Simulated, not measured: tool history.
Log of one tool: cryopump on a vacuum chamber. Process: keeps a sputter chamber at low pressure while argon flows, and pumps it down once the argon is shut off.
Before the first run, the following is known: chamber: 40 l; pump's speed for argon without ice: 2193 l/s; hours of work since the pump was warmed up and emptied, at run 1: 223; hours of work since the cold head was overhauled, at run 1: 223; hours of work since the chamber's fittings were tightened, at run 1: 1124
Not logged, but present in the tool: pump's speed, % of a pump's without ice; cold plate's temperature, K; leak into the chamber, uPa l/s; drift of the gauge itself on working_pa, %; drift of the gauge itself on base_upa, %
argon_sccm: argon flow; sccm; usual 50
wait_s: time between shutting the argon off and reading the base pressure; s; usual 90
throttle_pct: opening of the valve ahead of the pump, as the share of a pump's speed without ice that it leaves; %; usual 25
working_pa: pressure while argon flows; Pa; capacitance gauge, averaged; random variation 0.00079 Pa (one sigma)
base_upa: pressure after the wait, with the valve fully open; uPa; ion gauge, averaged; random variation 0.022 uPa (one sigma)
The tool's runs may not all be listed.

run	hour	argon_sccm	wait_s	throttle_pct	hours of work since the pump was warmed up and emptied	hours of work since the cold head was overhauled	hours of work since the chamber's fittings were tightened	working_pa	base_upa
1	0.0	50	90	25	223	223	1124	0.1593	1.95
2	22.0	50	90	25	235	235	1137	0.1593	1.90
3	47.4	64	90	25	250	250	1151	0.2043	1.89
4	64.6	64	90	25	260	260	1161	0.2045	1.96
5	94.1	64	90	25	277	277	1178	0.2062	1.99
6	124.4	64	90	25	294	294	1195	0.2048	2.09
7	151.2	64	90	25	309	309	1210	0.2047	2.01
8	171.0	50	42	25	320	320	1221	0.1619	2.59
9	192.6	50	154	25	333	333	1234	0.1603	1.86
10	212.9	50	266	25	344	344	1245	0.1623	1.67
11	246.1	50	266	25	363	363	1264	0.1619	1.83
12	262.6	50	266	25	373	373	1274	0.1631	1.76
13	289.8	26	21	25	388	388	1289	0.0846	3.93
14	324.0	50	127	23	408	408	1309	0.1766	2.01
15	338.3	50	127	23	416	416	1317	0.1757	2.06
16	357.0	68	31	17	426	426	1327	0.3188	3.30
17	390.8	44	147	47	446	446	1347	0.0804	2.09
18	425.1	44	147	47	465	465	1366	0.0809	2.12
19	448.7	74	32	15	479	479	1380	0.3955	3.38
20	468.0	43	23	31	490	490	1391	0.1161	3.87

Branching from run 20: 4 alternative next runs. What would each branch give?
A	486.6	24	54	38	500	500	1401	?	?
B	486.6	91	23	43	500	500	1401	?	?
C	486.6	37	286	25	500	500	1401	?	?
D	486.6	50	103	25	500	500	1401	?	?

run	working_pa	base_upa
A	0.0541	2.79
B	0.1834	4.04
C	0.1225	2.06
D	0.1662	2.32
With the hidden condition removed and each run's random variation left untouched, the same runs would have given:
run	working_pa	base_upa
A	0.0488	1.04
B	0.1632	2.26
C	0.1143	0.30
D	0.1550	0.60

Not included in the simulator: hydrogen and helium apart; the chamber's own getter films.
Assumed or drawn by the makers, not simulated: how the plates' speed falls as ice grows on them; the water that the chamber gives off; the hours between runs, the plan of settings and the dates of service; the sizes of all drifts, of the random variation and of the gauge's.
